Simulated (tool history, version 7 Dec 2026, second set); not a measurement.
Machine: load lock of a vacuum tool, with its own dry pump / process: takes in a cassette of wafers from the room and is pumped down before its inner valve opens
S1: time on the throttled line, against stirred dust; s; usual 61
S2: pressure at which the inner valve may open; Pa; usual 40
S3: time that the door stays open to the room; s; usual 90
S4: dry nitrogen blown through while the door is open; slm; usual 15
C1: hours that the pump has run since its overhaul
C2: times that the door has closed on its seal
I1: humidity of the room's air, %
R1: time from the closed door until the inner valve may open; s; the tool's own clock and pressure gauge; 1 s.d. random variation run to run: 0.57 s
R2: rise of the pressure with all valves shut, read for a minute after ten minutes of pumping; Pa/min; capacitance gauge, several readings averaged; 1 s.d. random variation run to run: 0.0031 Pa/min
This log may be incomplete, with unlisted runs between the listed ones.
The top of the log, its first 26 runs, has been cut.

Run 27, hour 2749.6: usual settings but S3 135 s; C1 6872; C2 28721; I1 42.2. Result: R1 81.1 s, R2 0.470 Pa/min.
Run 28, hour 2885.6: usual settings but S3 135 s; C1 7008; C2 29259; I1 43.5. Result: R1 81.0 s, R2 0.474 Pa/min.
Run 29, hour 3020.7: usual settings but S3 135 s; C1 7143; C2 29793; I1 46.0. Result: R1 81.4 s, R2 0.515 Pa/min.
Run 30, hour 3112.2: usual settings but S1 64 s, S3 135 s, S4 7 slm; C1 7235; C2 30155; I1 49.9. Result: R1 85.5 s, R2 0.531 Pa/min.
Run 31, hour 3212.8: usual settings but S1 74 s, S2 64 Pa, S3 27 s, S4 40 slm; C1 7335; C2 30553; I1 43.8. Result: R1 91.9 s, R2 0.451 Pa/min.
Run 32, hour 3333.2: usual settings but S3 30 s; C1 7456; C2 31030; I1 45.0. Result: R1 81.2 s, R2 0.473 Pa/min.
Run 33, hour 3452.2: usual settings but S1 30 s; C1 7575; C2 31501; I1 43.3. Result: R1 54.1 s, R2 0.513 Pa/min.
Run 34, hour 3572.5: usual settings but S1 78 s, S4 30 slm; C1 7695; C2 31976; I1 45.5. Result: R1 96.9 s, R2 0.507 Pa/min.
Run 35, hour 3683.2: usual settings but S1 68 s, S2 55 Pa, S4 5 slm; C1 7806; C2 32414; I1 43.2. Result: R1 86.9 s, R2 0.561 Pa/min.
Run 36, hour 3796.9: usual settings but S1 52 s, S4 10 slm; C1 7919; C2 32864; I1 43.2. Result: R1 73.6 s, R2 0.557 Pa/min.

Each row is a separate what-if for the run after 36, all from the same tool condition, not one after another. Results?
Run A, hour 3911.2: usual settings but S1 48 s, S4 10 slm; C1 8034; C2 33316; I1 46.1. Result: R1 ?, R2 ?.
Run B, hour 3911.2: usual settings but S3 51 s, S4 16 slm; C1 8034; C2 33316; I1 45.2. Result: R1 ?, R2 ?.
Run C, hour 3911.2: usual settings but S1 47 s, S4 10 slm; C1 8034; C2 33316; I1 45.9. Result: R1 ?, R2 ?.

run    R1     R2
  A  69.2  0.581
  B  81.3  0.560
  C  70.1  0.585
The same runs, with their run-to-run variation unchanged, on a tool lacking any hidden condition would have given:
run    R1     R2
  A  67.3  0.086
  B  79.5  0.059
  C  68.2  0.085
